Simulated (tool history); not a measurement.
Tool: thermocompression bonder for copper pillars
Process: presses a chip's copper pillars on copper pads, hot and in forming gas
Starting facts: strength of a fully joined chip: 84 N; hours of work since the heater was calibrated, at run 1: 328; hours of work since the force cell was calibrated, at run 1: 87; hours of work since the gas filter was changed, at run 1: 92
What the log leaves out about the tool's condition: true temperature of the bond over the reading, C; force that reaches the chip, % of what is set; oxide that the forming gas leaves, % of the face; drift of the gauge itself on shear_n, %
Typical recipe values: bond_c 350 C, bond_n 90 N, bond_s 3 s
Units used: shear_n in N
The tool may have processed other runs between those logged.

run   hour  bond_c  bond_n  bond_s  hours of work since the heater was calibrated  hours of work since the force cell was calibrated  hours of work since the gas filter was changed  shear_n
  1    0.0     350      90       3                                            328                                                 87                                              92     43.5
  2    5.7     363      90       3                                            331                                                 89                                              95     49.3
  3   14.1     350      90       2                                            335                                                 93                                              99     37.4
  4   22.0     350      90       2                                            339                                                 97                                             102     37.7
  5   28.6     350      90       2                                            342                                                100                                             105     37.6
  6   33.8     350      90       2                                            344                                                103                                             108     36.9
  7   40.8     344      90       3                                            347                                                106                                             111     40.4
  8   47.5     344      90       3                                            351                                                109                                             114     40.3
  9   55.2     350      90       3                                            354                                                113                                             118     43.3
 10   61.6     350      90       3                                            357                                                116                                             121     42.9
      64.0  -- heater calibrated with a thermocouple chip
 11   72.7     350      90       3                                              4                                                120                                             125     44.1
 12   79.8     350      62       5                                              7                                                123                                             129     42.5
 13   83.6     350      62       5                                              9                                                125                                             130     41.8
 14   87.5     350      62       5                                             11                                                127                                             132     42.4
      92.1  -- heater calibrated with a thermocouple chip, once more
 15   95.9     350      70       3                                              2                                                130                                             135     35.9
 16  100.3     350      70       3                                              4                                                132                                             137     36.2
 17  108.4     377      90       2                                              8                                                136                                             141     47.3
 18  113.7     345      64       2                                             10                                                138                                             144     27.0
 19  119.2     345      64       4                                             13                                                141                                             146     36.0
 20  127.8     326     108       6                                             17                                                145                                             150     44.8
 21  134.0     323     110       3                                             20                                                148                                             153     34.2

Predict each of these 5 candidate next runs independently; none follows another, all start after run 21:
  A  140.9     323      55       3                                             23                                                151                                             156        ?
  B  140.9     323     110       3                                             23                                                151                                             156        ?
  C  140.9     350      90       2                                             23                                                151                                             156        ?
  D  140.9     350      90       7                                             23                                                151                                             156        ?
  E  140.9     336      57       2                                             23                                                151                                             156        ?

run  shear_n
  A     22.0
  B     34.1
  C     35.9
  D     54.1
  E     22.3
The same runs, with their run-to-run variation unchanged, on a tool lacking any hidden condition would have given:
run  shear_n
  A     22.4
  B     34.8
  C     36.7
  D     55.5
  E     22.8
